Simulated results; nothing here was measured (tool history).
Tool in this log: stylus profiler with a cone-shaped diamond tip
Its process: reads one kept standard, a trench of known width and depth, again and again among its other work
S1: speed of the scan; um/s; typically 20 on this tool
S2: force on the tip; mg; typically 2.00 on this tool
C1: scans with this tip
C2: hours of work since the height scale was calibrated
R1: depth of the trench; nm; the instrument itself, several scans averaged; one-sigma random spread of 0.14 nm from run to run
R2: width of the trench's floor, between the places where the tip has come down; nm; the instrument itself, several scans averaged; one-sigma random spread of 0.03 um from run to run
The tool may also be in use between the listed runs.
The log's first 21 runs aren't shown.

run    hour  S1    S2     C1    C2      R1     R2
 22  2091.9  25  1.49  12224   824  503.05  45520
 23  2197.3  25  1.49  12536   874  502.95  45540
 24  2299.7   9  0.82  12839   924  501.78  45590
 25  2436.0   9  0.82  13243   989  502.09  45560
 26  2529.3  53  1.92  13520  1034  503.36  45450
 27  2601.3  53  1.92  13733  1068  503.34  45480
 28  2661.8  30  3.25  13912  1097  504.92  45580
 29  2734.3  41  2.74  14127  1132  504.50  45560
     2776.1  -- height scale calibrated on a step standard
 30  2880.6  20  1.06  14559    50  502.28  45550
 31  2958.7  20  1.25  14790    88  502.49  45530

Branching from run 31: 3 alternative next runs. What would each branch give?
  A  3020.9   9  4.54  14974  117   ?   ?
  B  3020.9  22  1.25  14974  117   ?   ?
  C  3020.9  49  4.44  14974  117   ?   ?

run      R1     R2
  A  506.14  45610
  B  502.58  45540
  C  506.11  45580
With the hidden condition removed and each run's random variation left untouched, the same runs would have given:
run      R1     R2
  A  506.14  45630
  B  502.58  45560
  C  506.11  45590

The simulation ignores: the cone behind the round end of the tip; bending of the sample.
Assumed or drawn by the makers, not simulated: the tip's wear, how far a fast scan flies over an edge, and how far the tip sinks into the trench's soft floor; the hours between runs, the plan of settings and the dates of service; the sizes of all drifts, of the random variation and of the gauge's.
